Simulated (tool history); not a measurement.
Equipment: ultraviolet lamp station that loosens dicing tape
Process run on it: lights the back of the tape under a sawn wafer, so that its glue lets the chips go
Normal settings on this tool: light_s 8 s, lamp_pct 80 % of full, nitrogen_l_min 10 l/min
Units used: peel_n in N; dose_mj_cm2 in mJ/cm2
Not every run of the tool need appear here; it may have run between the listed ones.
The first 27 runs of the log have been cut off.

{"run": 28, "hour": 390.9, "light_s": 4, "lamp_pct": 69, "nitrogen_l_min": 7, "peel_n": 5.691, "dose_mj_cm2": 104}
{"run": 29, "hour": 410.6, "light_s": 16, "lamp_pct": 89, "nitrogen_l_min": 8, "peel_n": 0.357, "dose_mj_cm2": 535}
{"run": 30, "hour": 422.6, "light_s": 8, "lamp_pct": 87, "nitrogen_l_min": 3, "peel_n": 3.403, "dose_mj_cm2": 258}
{"run": 31, "hour": 432.7, "light_s": 4, "lamp_pct": 99, "nitrogen_l_min": 12, "peel_n": 3.472, "dose_mj_cm2": 145}
{"run": 32, "hour": 444.2, "light_s": 6, "lamp_pct": 79, "nitrogen_l_min": 15, "peel_n": 2.432, "dose_mj_cm2": 171}
{"run": 33, "hour": 463.8, "light_s": 11, "lamp_pct": 93, "nitrogen_l_min": 8, "peel_n": 0.97, "dose_mj_cm2": 365}
{"run": 34, "hour": 480.5, "light_s": 8, "lamp_pct": 80, "nitrogen_l_min": 3, "peel_n": 4.029, "dose_mj_cm2": 226}
{"run": 35, "hour": 499.2, "light_s": 8, "lamp_pct": 80, "nitrogen_l_min": 3, "peel_n": 4.117, "dose_mj_cm2": 222}
{"run": 36, "hour": 509.0, "light_s": 10, "lamp_pct": 93, "nitrogen_l_min": 5, "peel_n": 1.837, "dose_mj_cm2": 324}
{"run": 37, "hour": 526.9, "light_s": 10, "lamp_pct": 93, "nitrogen_l_min": 5, "peel_n": 1.935, "dose_mj_cm2": 319}
{"run": 38, "hour": 546.1, "light_s": 10, "lamp_pct": 93, "nitrogen_l_min": 5, "peel_n": 1.899, "dose_mj_cm2": 317}
{"run": 39, "hour": 557.0, "light_s": 6, "lamp_pct": 80, "nitrogen_l_min": 10, "peel_n": 3.219, "dose_mj_cm2": 162}
{"run": 40, "hour": 569.0, "light_s": 14, "lamp_pct": 77, "nitrogen_l_min": 11, "peel_n": 0.736, "dose_mj_cm2": 360}
{"run": 41, "hour": 577.3, "light_s": 8, "lamp_pct": 93, "nitrogen_l_min": 9, "peel_n": 1.913, "dose_mj_cm2": 244}
{"hour": 590.5, "done": "lamp changed"}
{"run": 42, "hour": 595.2, "light_s": 8, "lamp_pct": 93, "nitrogen_l_min": 9, "peel_n": 0.863, "dose_mj_cm2": 356}
{"run": 43, "hour": 606.0, "light_s": 7, "lamp_pct": 95, "nitrogen_l_min": 10, "peel_n": 1.039, "dose_mj_cm2": 319}
{"run": 44, "hour": 620.4, "light_s": 4, "lamp_pct": 60, "nitrogen_l_min": 7, "peel_n": 5.338, "dose_mj_cm2": 116}

Each row is a separate what-if for the run after 44, all from the same tool condition, not one after another. Results?
{"run": "A", "hour": 637.6, "light_s": 12, "lamp_pct": 80, "nitrogen_l_min": 13, "peel_n": "?", "dose_mj_cm2": "?"}
{"run": "B", "hour": 637.6, "light_s": 11, "lamp_pct": 80, "nitrogen_l_min": 10, "peel_n": "?", "dose_mj_cm2": "?"}
{"run": "C", "hour": 637.6, "light_s": 8, "lamp_pct": 68, "nitrogen_l_min": 10, "peel_n": "?", "dose_mj_cm2": "?"}
{"run": "D", "hour": 637.6, "light_s": 4, "lamp_pct": 60, "nitrogen_l_min": 9, "peel_n": "?", "dose_mj_cm2": "?"}

run=A peel_n=0.323 dose_mj_cm2=449
run=B peel_n=0.554 dose_mj_cm2=416
run=C peel_n=1.59 dose_mj_cm2=256
run=D peel_n=4.772 dose_mj_cm2=113
Stripped of hidden state, with their random variation kept, the same runs would have yielded:
run=A peel_n=0.195 dose_mj_cm2=543
run=B peel_n=0.333 dose_mj_cm2=503
run=C peel_n=1.09 dose_mj_cm2=309
run=D peel_n=4.036 dose_mj_cm2=136

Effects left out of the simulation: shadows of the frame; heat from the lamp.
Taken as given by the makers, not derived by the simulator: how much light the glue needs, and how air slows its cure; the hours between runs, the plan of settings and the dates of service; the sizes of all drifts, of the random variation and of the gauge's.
